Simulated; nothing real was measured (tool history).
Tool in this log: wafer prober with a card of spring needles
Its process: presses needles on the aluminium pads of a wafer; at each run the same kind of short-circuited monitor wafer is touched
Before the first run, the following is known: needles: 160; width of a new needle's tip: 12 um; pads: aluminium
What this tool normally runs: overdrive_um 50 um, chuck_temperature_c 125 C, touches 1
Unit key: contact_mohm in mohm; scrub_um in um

| run | hour | overdrive_um | chuck_temperature_c | touches | contact_mohm | scrub_um |
|---|---|---|---|---|---|---|
| 1 | 0.0 | 50 | 125 | 1 | 474 | 12.25 |
| 2 | 10.5 | 37 | 125 | 1 | 639 | 8.91 |
| 3 | 23.1 | 50 | 125 | 1 | 372 | 12.21 |
| 4 | 29.6 | 50 | 115 | 1 | 366 | 12.13 |
| 5 | 39.3 | 50 | 125 | 1 | 383 | 11.96 |
| 6 | 51.0 | 65 | 125 | 1 | 424 | 15.57 |
| 7 | 61.7 | 65 | 125 | 1 | 425 | 15.58 |
| 8 | 73.3 | 65 | 125 | 1 | 298 | 15.49 |
| 9 | 80.8 | 65 | 125 | 1 | 387 | 15.34 |
| 10 | 92.2 | 65 | 125 | 1 | 306 | 15.29 |
| 11 | 103.5 | 65 | 125 | 1 | 298 | 16.27 |
| 12 | 118.6 | 65 | 125 | 1 | 379 | 16.09 |
| 13 | 128.6 | 43 | 125 | 1 | 482 | 10.64 |
| 14 | 136.6 | 41 | 75 | 2 | 475 | 9.92 |
| 15 | 149.1 | 50 | 125 | 2 | 399 | 12.09 |
| 16 | 161.7 | 50 | 125 | 2 | 320 | 12.04 |
| 17 | 177.3 | 55 | 109 | 1 | 458 | 13.02 |
| 18 | 185.3 | 50 | 41 | 2 | 319 | 11.73 |
| 19 | 195.7 | 50 | 41 | 2 | 364 | 11.70 |
| 20 | 203.1 | 50 | 39 | 1 | 470 | 11.63 |
| 21 | 218.0 | 52 | 94 | 2 | 307 | 12.08 |
| 22 | 230.7 | 66 | 69 | 3 | 327 | 15.56 |
| 23 | 245.2 | 39 | 125 | 2 | 348 | 9.68 |
| 24 | 260.7 | 39 | 125 | 2 | 422 | 9.68 |
| 25 | 275.6 | 39 | 55 | 1 | 656 | 9.48 |

Taken out of this log: 83 entries between the listed runs. Where each belongs, and how the hidden state differs across it:
After run 1, before run 2: tips cleaned on abrasive film (hour 0.8); tips cleaned on abrasive film (hour 4.4); tips cleaned on abrasive film (hour 8.1)
  debris on the tips, nm: 57.4 -> 58.7; way that the needles fall short of the set height, um: 0.95 -> 1.24; tips' diameter, um: 13.76 -> 13.86
  measured less the result without the state, contact_mohm: +179 -> +330 mohm; scrub_um: -0.23 -> -0.31 um
After run 2, before run 3: tips cleaned on abrasive film (hour 11.3); tips cleaned on abrasive film (hour 14.9); tips cleaned on abrasive film (hour 18.5); tips cleaned on abrasive film (hour 22.1)
  debris on the tips, nm: 58.7 -> 22.9; way that the needles fall short of the set height, um: 1.24 -> 1.67; tips' diameter, um: 13.86 -> 14.02
  measured less the result without the state, contact_mohm: +330 -> +80 mohm; scrub_um: -0.31 -> -0.42 um
After run 3, before run 4: tips cleaned on abrasive film (hour 25.3); tips cleaned on abrasive film (hour 29.0)
  debris on the tips, nm: 22.9 -> 21.8; way that the needles fall short of the set height, um: 1.67 -> 1.85; tips' diameter, um: 14.02 -> 14.08
  measured less the result without the state, contact_mohm: +80 -> +78 mohm; scrub_um: -0.42 -> -0.47 um
After run 4, before run 5: tips cleaned on abrasive film (hour 32.5); tips cleaned on abrasive film (hour 35.5); tips cleaned on abrasive film (hour 38.4)
  debris on the tips, nm: 21.8 -> 26.9; way that the needles fall short of the set height, um: 1.85 -> 2.16; tips' diameter, um: 14.08 -> 14.19
  measured less the result without the state, contact_mohm: +78 -> +95 mohm; scrub_um: -0.47 -> -0.54 um
After run 5, before run 6: tips cleaned on abrasive film (hour 41.6); tips cleaned on abrasive film (hour 45.2); tips cleaned on abrasive film (hour 48.1)
  debris on the tips, nm: 26.9 -> 65.9; way that the needles fall short of the set height, um: 2.16 -> 2.52; tips' diameter, um: 14.19 -> 14.31
  measured less the result without the state, contact_mohm: +95 -> +142 mohm; scrub_um: -0.54 -> -0.63 um
After run 6, before run 7: tips cleaned on abrasive film (hour 51.8); tips cleaned on abrasive film (hour 55.4); tips cleaned on abrasive film (hour 59.1)
  debris on the tips, nm: 65.9 -> 62; way that the needles fall short of the set height, um: 2.52 -> 2.81; tips' diameter, um: 14.31 -> 14.41
  measured less the result without the state, contact_mohm: +142 -> +138 mohm; scrub_um: -0.63 -> -0.70 um
After run 7, before run 8: tips cleaned on abrasive film (hour 62.5); tips cleaned on abrasive film (hour 66.2); tips cleaned on abrasive film (hour 69.8); tips cleaned on abrasive film (hour 73.3)
  debris on the tips, nm: 62 -> 3.5; way that the needles fall short of the set height, um: 2.81 -> 3.21; tips' diameter, um: 14.41 -> 14.55
  measured less the result without the state, contact_mohm: +138 -> +14 mohm; scrub_um: -0.70 -> -0.80 um
After run 8, before run 9: tips cleaned on abrasive film (hour 76.3); tips cleaned on abrasive film (hour 79.2)
  debris on the tips, nm: 3.5 -> 43.9; way that the needles fall short of the set height, um: 3.21 -> 3.43; tips' diameter, um: 14.55 -> 14.63
  measured less the result without the state, contact_mohm: +14 -> +103 mohm; scrub_um: -0.80 -> -0.86 um
After run 9, before run 10: tips cleaned on abrasive film (hour 82.4); tips cleaned on abrasive film (hour 86.0); tips cleaned on abrasive film (hour 88.9); tips cleaned on abrasive film (hour 92.2)
  debris on the tips, nm: 43.9 -> 7.9; way that the needles fall short of the set height, um: 3.43 -> 3.87; tips' diameter, um: 14.63 -> 14.78
  measured less the result without the state, contact_mohm: +103 -> +25 mohm; scrub_um: -0.86 -> -0.97 um
After run 10, before run 11: tips cleaned on abrasive film (hour 95.9); height of the first contact set anew (hour 98.3); tips cleaned on abrasive film (hour 99.8); tips cleaned on abrasive film (hour 103.4)
  debris on the tips, nm: 7.9 -> 5.1; way that the needles fall short of the set height, um: 3.87 -> 0.2; tips' diameter, um: 14.78 -> 14.9
  measured less the result without the state, contact_mohm: +25 -> +17 mohm; scrub_um: -0.97 -> -0.06 um
After run 11, before run 12: tips cleaned on abrasive film (hour 106.4); tips cleaned on abrasive film (hour 110.1); tips cleaned on abrasive film (hour 113.7); tips cleaned on abrasive film (hour 116.7)
  debris on the tips, nm: 5.1 -> 42.9; way that the needles fall short of the set height, um: 0.2 -> 0.62; tips' diameter, um: 14.9 -> 15.04
  measured less the result without the state, contact_mohm: +17 -> +96 mohm; scrub_um: -0.06 -> -0.16 um
After run 12, before run 13: tips cleaned on abrasive film (hour 120.2); tips cleaned on abrasive film (hour 123.8); tips cleaned on abrasive film (hour 127.4)
  debris on the tips, nm: 42.9 -> 36.4; way that the needles fall short of the set height, um: 0.62 -> 0.92; tips' diameter, um: 15.04 -> 15.15
  measured less the result without the state, contact_mohm: +96 -> +182 mohm; scrub_um: -0.16 -> -0.23 um
After run 13, before run 14: tips cleaned on abrasive film (hour 130.8); tips cleaned on abrasive film (hour 134.4)
  debris on the tips, nm: 36.4 -> 52; way that the needles fall short of the set height, um: 0.92 -> 1.13; tips' diameter, um: 15.15 -> 15.22
  measured less the result without the state, contact_mohm: +182 -> +189 mohm; scrub_um: -0.23 -> -0.28 um
After run 14, before run 15: tips cleaned on abrasive film (hour 137.4); tips cleaned on abrasive film (hour 141.0); tips cleaned on abrasive film (hour 144.6); tips cleaned on abrasive film (hour 147.5)
  debris on the tips, nm: 52 -> 44.6; way that the needles fall short of the set height, um: 1.13 -> 1.54; tips' diameter, um: 15.22 -> 15.36
  measured less the result without the state, contact_mohm: +189 -> +109 mohm; scrub_um: -0.28 -> -0.39 um
After run 15, before run 16: tips cleaned on abrasive film (hour 150.6); tips cleaned on abrasive film (hour 154.3); tips cleaned on abrasive film (hour 157.9); tips cleaned on abrasive film (hour 161.6)
  debris on the tips, nm: 44.6 -> 7.6; way that the needles fall short of the set height, um: 1.54 -> 1.92; tips' diameter, um: 15.36 -> 15.5
  measured less the result without the state, contact_mohm: +109 -> +29 mohm; scrub_um: -0.39 -> -0.48 um
After run 16, before run 17: tips cleaned on abrasive film (hour 164.7); tips cleaned on abrasive film (hour 168.3); tips cleaned on abrasive film (hour 172.0); tips cleaned on abrasive film (hour 174.9)
  debris on the tips, nm: 7.6 -> 49.8; way that the needles fall short of the set height, um: 1.92 -> 2.36; tips' diameter, um: 15.5 -> 15.65
  measured less the result without the state, contact_mohm: +29 -> +176 mohm; scrub_um: -0.48 -> -0.58 um
After run 17, before run 18: tips cleaned on abrasive film (hour 178.1); tips cleaned on abrasive film (hour 181.8); tips cleaned on abrasive film (hour 184.8)
  debris on the tips, nm: 49.8 -> 15.3; way that the needles fall short of the set height, um: 2.36 -> 2.65; tips' diameter, um: 15.65 -> 15.75
  measured less the result without the state, contact_mohm: +176 -> +53 mohm; scrub_um: -0.58 -> -0.65 um
After run 18, before run 19: tips cleaned on abrasive film (hour 188.1); tips cleaned on abrasive film (hour 191.8); tips cleaned on abrasive film (hour 194.7)
  debris on the tips, nm: 15.3 -> 30.7; way that the needles fall short of the set height, um: 2.65 -> 2.94; tips' diameter, um: 15.75 -> 15.85
  measured less the result without the state, contact_mohm: +53 -> +98 mohm; scrub_um: -0.65 -> -0.73 um
After run 19, before run 20: tips cleaned on abrasive film (hour 198.0); tips cleaned on abrasive film (hour 201.6)
  debris on the tips, nm: 30.7 -> 39.7; way that the needles fall short of the set height, um: 2.94 -> 3.18; tips' diameter, um: 15.85 -> 15.94
  measured less the result without the state, contact_mohm: +98 -> +203 mohm; scrub_um: -0.73 -> -0.79 um
After run 20, before run 21: tips cleaned on abrasive film (hour 204.6); tips cleaned on abrasive film (hour 207.6); tips cleaned on abrasive film (hour 211.3); tips cleaned on abrasive film (hour 214.2); tips cleaned on abrasive film (hour 217.9)
  debris on the tips, nm: 39.7 -> 6.6; way that the needles fall short of the set height, um: 3.18 -> 3.67; tips' diameter, um: 15.94 -> 16.11
  measured less the result without the state, contact_mohm: +203 -> +30 mohm; scrub_um: -0.79 -> -0.92 um
After run 21, before run 22: tips cleaned on abrasive film (hour 221.0); tips cleaned on abrasive film (hour 224.5); tips cleaned on abrasive film (hour 228.2)
  debris on the tips, nm: 6.6 -> 53.5; way that the needles fall short of the set height, um: 3.67 -> 4.06; tips' diameter, um: 16.11 -> 16.24
  measured less the result without the state, contact_mohm: +30 -> +63 mohm; scrub_um: -0.92 -> -1.02 um
After run 22, before run 23: tips cleaned on abrasive film (hour 231.5); height of the first contact set anew (hour 231.8); tips cleaned on abrasive film (hour 235.5); tips cleaned on abrasive film (hour 238.4); tips cleaned on abrasive film (hour 242.1); tips cleaned on abrasive film (hour 245.2)
  debris on the tips, nm: 53.5 -> 8.1; way that the needles fall short of the set height, um: 4.06 -> 0.37; tips' diameter, um: 16.24 -> 16.4
  measured less the result without the state, contact_mohm: +63 -> +48 mohm; scrub_um: -1.02 -> -0.09 um
After run 23, before run 24: tips cleaned on abrasive film (hour 248.9); tips cleaned on abrasive film (hour 252.5); tips cleaned on abrasive film (hour 256.2); tips cleaned on abrasive film (hour 259.8)
  debris on the tips, nm: 8.1 -> 27.6; way that the needles fall short of the set height, um: 0.37 -> 0.8; tips' diameter, um: 16.4 -> 16.55
  measured less the result without the state, contact_mohm: +48 -> +124 mohm; scrub_um: -0.09 -> -0.20 um
After run 24, before run 25: tips cleaned on abrasive film (hour 262.9); tips cleaned on abrasive film (hour 266.6); tips cleaned on abrasive film (hour 270.2); tips cleaned on abrasive film (hour 273.9)
  debris on the tips, nm: 27.6 -> 47.9; way that the needles fall short of the set height, um: 0.8 -> 1.24; tips' diameter, um: 16.55 -> 16.71
  measured less the result without the state, contact_mohm: +124 -> +380 mohm; scrub_um: -0.20 -> -0.31 um

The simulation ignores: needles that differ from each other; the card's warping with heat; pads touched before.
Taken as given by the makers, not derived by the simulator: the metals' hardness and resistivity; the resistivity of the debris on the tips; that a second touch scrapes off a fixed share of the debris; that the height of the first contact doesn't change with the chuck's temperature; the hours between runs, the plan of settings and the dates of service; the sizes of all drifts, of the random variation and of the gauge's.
